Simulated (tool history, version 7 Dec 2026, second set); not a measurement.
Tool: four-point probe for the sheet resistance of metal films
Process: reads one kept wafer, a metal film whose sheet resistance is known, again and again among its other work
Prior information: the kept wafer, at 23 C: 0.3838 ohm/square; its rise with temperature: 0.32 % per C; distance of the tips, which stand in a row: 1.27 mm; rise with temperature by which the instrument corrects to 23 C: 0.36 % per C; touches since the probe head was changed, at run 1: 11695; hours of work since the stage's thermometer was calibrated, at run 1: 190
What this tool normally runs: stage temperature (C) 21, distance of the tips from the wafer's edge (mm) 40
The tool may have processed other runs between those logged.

run	hour	stage temperature (C)	distance of the tips from the wafer's edge (mm)	touches since the probe head was changed	hours of work since the stage's thermometer was calibrated	sheet resistance as the instrument gives it (ohm/square)
1	0.0	21	40	11695	190	0.384656
2	10.1	21	49	11887	195	0.384698
3	22.8	21	49	12126	201	0.384607
4	44.3	21	40	12534	211	0.384641
5	58.7	27	40	12806	218	0.383840
6	79.7	27	40	13202	227	0.384011
7	91.3	30	40	13423	233	0.383432
8	105.5	21	20	13690	239	0.385356
9	119.3	21	20	13951	246	0.385578
10	135.2	21	20	14252	253	0.385421
11	152.7	24	40	14583	261	0.384443
12	169.7	24	40	14905	269	0.384566
13	189.9	24	40	15286	278	0.384425
14	208.9	24	40	15645	287	0.384453
15	230.7	24	40	16059	297	0.384393
16	252.5	23	14	16469	307	0.386060
17	274.1	26	9	16879	317	0.388033
18	295.7	26	9	17286	327	0.388182
# hour 297.1: stage's thermometer calibrated
19	310.3	26	9	17554	6	0.388119
20	321.2	32	8	17759	11	0.388553
21	338.0	32	8	18076	19	0.388352
22	348.1	26	3	18269	24	0.417757
# hour 360.9: stage's thermometer calibrated, once more
23	367.2	26	3	18620	3	0.417411
24	384.8	18	12	18953	11	0.387530
25	403.5	18	12	19306	20	0.387575
26	419.3	18	12	19605	27	0.387582
27	433.2	30	17	19868	34	0.384711
28	455.0	30	6	20281	44	0.392626

Describe how what the log doesn't record of the tool's condition differs between the last listed run preceding each entry between runs and the first listed run following it.
In the gap between runs 18 and 19: stage's thermometer calibrated (hour 297.1)
  inner tips' distance over the nominal, %: 0.152 -> 0.154; wafer's true temperature over the reading, C: 0.01 -> 0.02
  what was measured, less what the result would be without the hidden state, sheet resistance as the instrument gives it (ohm/square): +0.000652 -> +0.000669
In the gap between runs 22 and 23: stage's thermometer calibrated, once more (hour 360.9)
  inner tips' distance over the nominal, %: 0.16 -> 0.163; tips' flats over new ones', %: 7 -> 8; wafer's true temperature over the reading, C: 0.02 -> 0.01
  what was measured, less what the result would be without the hidden state, sheet resistance as the instrument gives it (ohm/square): +0.000748 -> +0.000742
